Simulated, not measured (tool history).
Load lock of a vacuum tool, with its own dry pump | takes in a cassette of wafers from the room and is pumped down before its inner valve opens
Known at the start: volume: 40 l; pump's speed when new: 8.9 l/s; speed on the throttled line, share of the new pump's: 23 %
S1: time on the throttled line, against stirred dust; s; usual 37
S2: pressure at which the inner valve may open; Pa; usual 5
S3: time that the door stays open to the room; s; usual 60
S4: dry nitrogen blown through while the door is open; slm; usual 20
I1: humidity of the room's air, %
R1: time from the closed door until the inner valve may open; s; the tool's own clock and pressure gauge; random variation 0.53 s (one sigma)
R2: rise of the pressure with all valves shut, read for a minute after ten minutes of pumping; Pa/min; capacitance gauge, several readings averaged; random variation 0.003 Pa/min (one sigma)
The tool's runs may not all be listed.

run 1 hour=0 | S1=37 S2=5 S3=60 S4=20 | I1=45.9 | R1=72.9 R2=0.403
run 2 hour=66.6 | S1=41 S2=5 S3=60 S4=20 | I1=48.4 | R1=76.7 R2=0.407
run 3 hour=175.5 | S1=41 S2=5 S3=60 S4=20 | I1=46.5 | R1=77.6 R2=0.407
run 4 hour=273.3 | S1=37 S2=5 S3=60 S4=20 | I1=48.1 | R1=74.7 R2=0.425
run 5 hour=356.7 | S1=37 S2=5 S3=142 S4=20 | I1=49.8 | R1=72.7 R2=0.442
run 6 hour=459.5 | S1=37 S2=5 S3=60 S4=6 | I1=47.1 | R1=73.8 R2=0.445
run 7 hour=565.6 | S1=37 S2=5 S3=60 S4=6 | I1=43.5 | R1=73.8 R2=0.446
run 8 hour=674.1 | S1=37 S2=7 S3=52 S4=20 | I1=46.1 | R1=73.1 R2=0.441
run 9 hour=753 | S1=38 S2=10 S3=55 S4=31 | I1=44.7 | R1=71.5 R2=0.429
run 10 hour=821 | S1=20 S2=5 S3=60 S4=14 | I1=45.9 | R1=61.8 R2=0.456

Run 11 comes next. What will it give?
run 11 hour=905.9 | S1=37 S2=5 S3=36 S4=6 | I1=48.9 | R1=? R2=?

R1: 74.1 s
R2: 0.465 Pa/min
Without the tool's hidden state the same run would have given R1 73.2 s, R2 0.052 Pa/min.
